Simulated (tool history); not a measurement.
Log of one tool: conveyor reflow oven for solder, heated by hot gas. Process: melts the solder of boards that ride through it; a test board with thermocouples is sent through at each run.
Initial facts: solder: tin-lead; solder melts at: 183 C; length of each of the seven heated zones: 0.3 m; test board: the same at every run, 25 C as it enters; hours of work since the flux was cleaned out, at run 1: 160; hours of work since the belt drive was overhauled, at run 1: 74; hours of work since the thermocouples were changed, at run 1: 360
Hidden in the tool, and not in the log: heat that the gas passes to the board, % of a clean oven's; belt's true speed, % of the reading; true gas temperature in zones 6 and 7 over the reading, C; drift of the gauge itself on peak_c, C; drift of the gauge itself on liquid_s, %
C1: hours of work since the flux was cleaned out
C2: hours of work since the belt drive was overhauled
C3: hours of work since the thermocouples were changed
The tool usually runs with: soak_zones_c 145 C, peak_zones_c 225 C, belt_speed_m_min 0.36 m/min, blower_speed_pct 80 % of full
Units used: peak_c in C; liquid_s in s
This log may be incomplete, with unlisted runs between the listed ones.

run 1 day=0 | soak_zones_c=145 peak_zones_c=225 belt_speed_m_min=0.36 blower_speed_pct=80 | C1=160 C2=74 C3=360 | peak_c=211.05 liquid_s=71.5
run 2 day=0.75 | soak_zones_c=145 peak_zones_c=225 belt_speed_m_min=0.36 blower_speed_pct=80 | C1=170 C2=84 C3=369 | peak_c=211.23 liquid_s=71.6
run 3 day=1.629 | soak_zones_c=145 peak_zones_c=225 belt_speed_m_min=0.36 blower_speed_pct=77 | C1=181 C2=95 C3=381 | peak_c=210.4 liquid_s=70.2
run 4 day=2.171 | soak_zones_c=145 peak_zones_c=225 belt_speed_m_min=0.36 blower_speed_pct=68 | C1=188 C2=102 C3=388 | peak_c=207.63 liquid_s=65.8
run 5 day=2.642 | soak_zones_c=147 peak_zones_c=225 belt_speed_m_min=0.36 blower_speed_pct=80 | C1=195 C2=108 C3=394 | peak_c=211.38 liquid_s=73.4
run 6 day=3.392 | soak_zones_c=147 peak_zones_c=225 belt_speed_m_min=0.36 blower_speed_pct=80 | C1=204 C2=118 C3=404 | peak_c=211.41 liquid_s=72.9
run 7 day=3.892 | soak_zones_c=147 peak_zones_c=225 belt_speed_m_min=0.36 blower_speed_pct=80 | C1=211 C2=125 C3=410 | peak_c=211.51 liquid_s=73.2
run 8 day=4.667 | soak_zones_c=147 peak_zones_c=225 belt_speed_m_min=0.36 blower_speed_pct=80 | C1=221 C2=135 C3=421 | peak_c=211.44 liquid_s=72.9
run 9 day=5.279 | soak_zones_c=147 peak_zones_c=225 belt_speed_m_min=0.36 blower_speed_pct=80 | C1=229 C2=143 C3=429 | peak_c=211.5 liquid_s=73.2
run 10 day=5.875 | soak_zones_c=134 peak_zones_c=225 belt_speed_m_min=0.36 blower_speed_pct=80 | C1=237 C2=151 C3=436 | peak_c=209.03 liquid_s=63.7
run 11 day=6.754 | soak_zones_c=134 peak_zones_c=225 belt_speed_m_min=0.397 blower_speed_pct=80 | C1=248 C2=162 C3=448 | peak_c=205.84 liquid_s=52.3
run 12 day=7.3 | soak_zones_c=134 peak_zones_c=225 belt_speed_m_min=0.397 blower_speed_pct=80 | C1=255 C2=169 C3=455 | peak_c=205.75 liquid_s=52.4
run 13 day=8.1 | soak_zones_c=145 peak_zones_c=223 belt_speed_m_min=0.426 blower_speed_pct=55 | C1=266 C2=180 C3=465 | peak_c=194.36 liquid_s=30.9
run 14 day=9.021 | soak_zones_c=145 peak_zones_c=233 belt_speed_m_min=0.36 blower_speed_pct=80 | C1=278 C2=192 C3=477 | peak_c=217.82 liquid_s=78.7
run 15 day=9.9 | soak_zones_c=145 peak_zones_c=237 belt_speed_m_min=0.36 blower_speed_pct=67 | C1=289 C2=203 C3=489 | peak_c=216.9 liquid_s=76.8
run 16 day=10.717 | soak_zones_c=143 peak_zones_c=215 belt_speed_m_min=0.36 blower_speed_pct=87 | C1=300 C2=214 C3=500 | peak_c=203.72 liquid_s=61.9
run 17 day=11.525 | soak_zones_c=145 peak_zones_c=225 belt_speed_m_min=0.291 blower_speed_pct=80 | C1=311 C2=224 C3=510 | peak_c=216.24 liquid_s=98.1
run 18 day=11.938 | soak_zones_c=145 peak_zones_c=218 belt_speed_m_min=0.423 blower_speed_pct=80 | C1=316 C2=230 C3=515 | peak_c=200.45 liquid_s=45.9
run 19 day=12.412 | soak_zones_c=143 peak_zones_c=240 belt_speed_m_min=0.423 blower_speed_pct=80 | C1=322 C2=236 C3=522 | peak_c=217.42 liquid_s=64.6
run 20 day=13.292 | soak_zones_c=150 peak_zones_c=220 belt_speed_m_min=0.36 blower_speed_pct=71 | C1=334 C2=247 C3=533 | peak_c=205.43 liquid_s=65.9
run 21 day=14.175 | soak_zones_c=150 peak_zones_c=220 belt_speed_m_min=0.36 blower_speed_pct=71 | C1=345 C2=259 C3=545 | peak_c=205.39 liquid_s=65.9
run 22 day=14.9 | soak_zones_c=150 peak_zones_c=220 belt_speed_m_min=0.36 blower_speed_pct=71 | C1=355 C2=268 C3=554 | peak_c=205.29 liquid_s=65.9
run 23 day=15.412 | soak_zones_c=134 peak_zones_c=228 belt_speed_m_min=0.389 blower_speed_pct=87 | C1=361 C2=275 C3=561 | peak_c=210.74 liquid_s=60.6

Here are 4 independent what-if runs from the current tool condition. What would each one return?
run A day=15.954 | soak_zones_c=134 peak_zones_c=228 belt_speed_m_min=0.34 blower_speed_pct=87 | C1=368 C2=282 C3=568 | peak_c=? liquid_s=?
run B day=15.954 | soak_zones_c=145 peak_zones_c=225 belt_speed_m_min=0.36 blower_speed_pct=61 | C1=368 C2=282 C3=568 | peak_c=? liquid_s=?
run C day=15.954 | soak_zones_c=134 peak_zones_c=228 belt_speed_m_min=0.389 blower_speed_pct=79 | C1=368 C2=282 C3=568 | peak_c=? liquid_s=?
run D day=15.954 | soak_zones_c=134 peak_zones_c=228 belt_speed_m_min=0.389 blower_speed_pct=75 | C1=368 C2=282 C3=568 | peak_c=? liquid_s=?

run=A peak_c=214.91 liquid_s=75.7
run=B peak_c=204.81 liquid_s=60.5
run=C peak_c=208.37 liquid_s=56.9
run=D peak_c=207.11 liquid_s=54.9
With the hidden condition removed and each run's random variation left untouched, the same runs would have given:
run=A peak_c=215.08 liquid_s=76.2
run=B peak_c=204.88 liquid_s=60.9
run=C peak_c=208.77 liquid_s=57.7
run=D peak_c=207.5 liquid_s=55.7

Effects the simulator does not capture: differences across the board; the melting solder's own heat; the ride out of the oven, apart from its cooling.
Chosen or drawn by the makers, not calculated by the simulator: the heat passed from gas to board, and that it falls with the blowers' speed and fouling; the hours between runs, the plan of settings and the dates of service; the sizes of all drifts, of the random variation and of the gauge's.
